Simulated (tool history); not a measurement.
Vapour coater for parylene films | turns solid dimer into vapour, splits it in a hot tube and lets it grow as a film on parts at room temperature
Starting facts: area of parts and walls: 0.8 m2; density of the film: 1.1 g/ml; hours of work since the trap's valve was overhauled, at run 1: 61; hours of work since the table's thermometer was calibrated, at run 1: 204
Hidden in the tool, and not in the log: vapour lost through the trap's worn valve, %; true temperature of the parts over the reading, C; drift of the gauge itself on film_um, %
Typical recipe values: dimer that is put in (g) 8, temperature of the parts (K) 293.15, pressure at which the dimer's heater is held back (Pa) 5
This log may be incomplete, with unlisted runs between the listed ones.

run,hour,dimer that is put in (g),temperature of the parts (K),pressure at which the dimer's heater is held back (Pa),hours of work since the trap's valve was overhauled,hours of work since the table's thermometer was calibrated,thickness of the film (µm)
1,0,8,293.15,5,61,204,4.16
2,10.7,8,293.15,5,66,209,4.15
3,19.2,8,293.15,5,71,214,4.16
4,34.7,8,293.15,5,79,222,4.16
5,50.2,8,293.15,5,87,230,4.15
6,62.8,8,300.15,5,94,237,3.51
7,73.6,8,300.15,5,99,242,3.5

Run 8 is up next; what results do you expect?
8,90.2,8,300.15,5,108,251,?

Logged for run 8: thickness of the film (µm) 3.51.
With no hidden state in the tool, this same run would have given thickness of the film (µm) 3.53.
